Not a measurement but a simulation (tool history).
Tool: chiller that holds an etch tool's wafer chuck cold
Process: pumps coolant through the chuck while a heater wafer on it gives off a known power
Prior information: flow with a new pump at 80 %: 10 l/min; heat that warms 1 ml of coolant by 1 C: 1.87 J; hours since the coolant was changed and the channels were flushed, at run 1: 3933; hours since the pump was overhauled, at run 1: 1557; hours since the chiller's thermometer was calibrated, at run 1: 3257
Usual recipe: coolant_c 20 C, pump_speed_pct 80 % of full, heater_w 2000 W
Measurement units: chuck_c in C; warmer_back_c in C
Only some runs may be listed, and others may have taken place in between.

run,day,coolant_c,pump_speed_pct,heater_w,hours since the coolant was changed and the channels were flushed,hours since the pump was overhauled,hours since the chiller's thermometer was calibrated,chuck_c,warmer_back_c
1,0.000,20,80,2000,3933,1557,3257,43.9,6.55
2,2.371,20,80,2000,3990,1614,3313,43.9,6.62
3,3.629,20,80,2000,4020,1644,3344,43.9,6.53
4,5.283,20,80,2000,4060,1684,3383,44.1,6.50
5,7.112,20,80,2000,4104,1728,3427,44.1,6.55
6,9.579,20,80,1205,4163,1787,3486,34.7,3.99
7,11.812,18,80,1205,4217,1841,3540,32.8,3.99
8,13.158,18,80,1205,4249,1873,3572,32.8,3.96
9,15.375,18,80,1205,4302,1926,3626,32.9,3.99
10,17.042,18,80,1205,4342,1966,3666,32.8,3.96
11,19.125,18,80,1205,4392,2016,3716,33.0,3.94
12,20.358,28,80,2000,4422,2046,3745,52.3,6.64
13,22.121,20,80,2000,4464,2088,3787,44.6,6.59
14,24.071,20,70,2000,4511,2135,3834,47.4,7.53
15,26.858,20,80,2000,4578,2202,3901,44.6,6.58
# day 27.233: coolant pump overhauled
16,29.629,20,80,2000,4639,57,3963,44.9,6.64
17,32.529,12,82,2000,4709,127,4032,36.4,6.50
18,34.750,15,91,1543,4762,180,4086,32.3,4.51
# day 36.912: coolant pump overhauled, once more
19,37.304,15,91,1543,4819,9,4142,32.1,4.31
20,39.804,15,91,1543,4879,69,4202,32.0,4.29
21,42.192,15,91,1543,4936,127,4259,32.0,4.29
22,43.783,15,91,1543,4974,165,4297,32.0,4.32
23,46.508,15,61,1307,5039,230,4363,35.3,5.60
# day 47.788: chiller's thermometer calibrated
24,49.308,22,61,2520,5106,297,36,60.0,10.74
25,50.796,22,61,2520,5141,332,72,60.1,10.87
26,52.558,29,62,1235,5184,375,114,47.4,5.17
27,54.525,11,80,2323,5231,422,162,38.9,7.49
28,56.092,26,67,2410,5269,459,199,59.8,9.31
29,58.842,26,67,2410,5335,525,265,59.9,9.36
30,61.650,24,75,2000,5402,593,333,49.6,6.90
31,63.171,13,80,2000,5438,629,369,37.4,6.45

Branching from run 31: 3 alternative next runs. What would each branch give?
A,65.304,27,99,1010,5490,680,420,?,?
B,65.304,18,95,2543,5490,680,420,?,?
C,65.304,17,88,1087,5490,680,420,?,?

run,chuck_c,warmer_back_c
A,37.4,2.64
B,44.8,6.82
C,29.2,3.17
What these runs would have given with no unlogged condition in the tool:
run,chuck_c,warmer_back_c
A,35.6,2.62
B,40.2,6.77
C,27.1,3.14
